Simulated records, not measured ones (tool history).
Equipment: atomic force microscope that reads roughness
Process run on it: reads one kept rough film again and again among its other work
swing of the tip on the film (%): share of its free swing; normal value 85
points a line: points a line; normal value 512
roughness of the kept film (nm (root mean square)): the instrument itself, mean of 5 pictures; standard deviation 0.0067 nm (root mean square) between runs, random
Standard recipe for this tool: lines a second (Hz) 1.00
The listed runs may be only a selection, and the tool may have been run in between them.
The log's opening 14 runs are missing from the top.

| run | hour | lines a second (Hz) | swing of the tip on the film (%) | points a line | pictures with this tip | hours of work since the height scale was calibrated | roughness of the kept film (nm (root mean square)) |
|---|---|---|---|---|---|---|---|
| 15 | 446.7 | 1.00 | 85 | 328 | 91 | 1454 | 1.962 |
| 16 | 493.4 | 1.00 | 85 | 328 | 147 | 1490 | 1.956 |
| 17 | 541.7 | 0.57 | 85 | 369 | 205 | 1526 | 2.040 |
|  | 556.2 | new tip fitted |
| 18 | 564.8 | 1.00 | 56 | 512 | 10 | 1544 | 2.242 |
| 19 | 586.7 | 2.17 | 60 | 527 | 36 | 1560 | 2.124 |
| 20 | 618.9 | 1.02 | 90 | 457 | 75 | 1585 | 1.911 |
| 21 | 646.8 | 1.02 | 90 | 457 | 109 | 1606 | 1.905 |
| 22 | 675.0 | 1.02 | 90 | 457 | 142 | 1628 | 1.881 |
| 23 | 722.9 | 2.42 | 66 | 462 | 200 | 1664 | 1.965 |
|  | 741.4 | new tip fitted |
| 24 | 746.5 | 2.42 | 66 | 462 | 6 | 1682 | 2.046 |
| 25 | 766.8 | 2.42 | 66 | 462 | 31 | 1697 | 2.045 |
| 26 | 796.9 | 0.96 | 57 | 494 | 67 | 1720 | 2.210 |
| 27 | 834.0 | 0.96 | 57 | 494 | 111 | 1748 | 2.187 |
| 28 | 873.3 | 0.71 | 82 | 512 | 158 | 1778 | 2.038 |
| 29 | 895.1 | 0.98 | 70 | 719 | 185 | 1795 | 2.100 |
|  | 927.8 | new tip fitted |
| 30 | 933.2 | 0.98 | 70 | 719 | 7 | 1824 | 2.146 |
| 31 | 972.4 | 0.98 | 70 | 719 | 54 | 1854 | 2.138 |
| 32 | 994.7 | 1.00 | 85 | 405 | 80 | 1871 | 1.960 |

Alternative continuations, all from the tool just after run 32; predict every row:
| A | 1019.0 | 1.00 | 85 | 449 | 110 | 1889 | ? |
| B | 1019.0 | 3.18 | 73 | 991 | 110 | 1889 | ? |
| C | 1019.0 | 0.95 | 75 | 405 | 110 | 1889 | ? |

| run | roughness of the kept film (nm (root mean square)) |
|---|---|
| A | 1.959 |
| B | 1.799 |
| C | 2.055 |
What these runs would have given with no unlogged condition in the tool:
| run | roughness of the kept film (nm (root mean square)) |
|---|---|
| A | 2.045 |
| B | 1.877 |
| C | 2.144 |

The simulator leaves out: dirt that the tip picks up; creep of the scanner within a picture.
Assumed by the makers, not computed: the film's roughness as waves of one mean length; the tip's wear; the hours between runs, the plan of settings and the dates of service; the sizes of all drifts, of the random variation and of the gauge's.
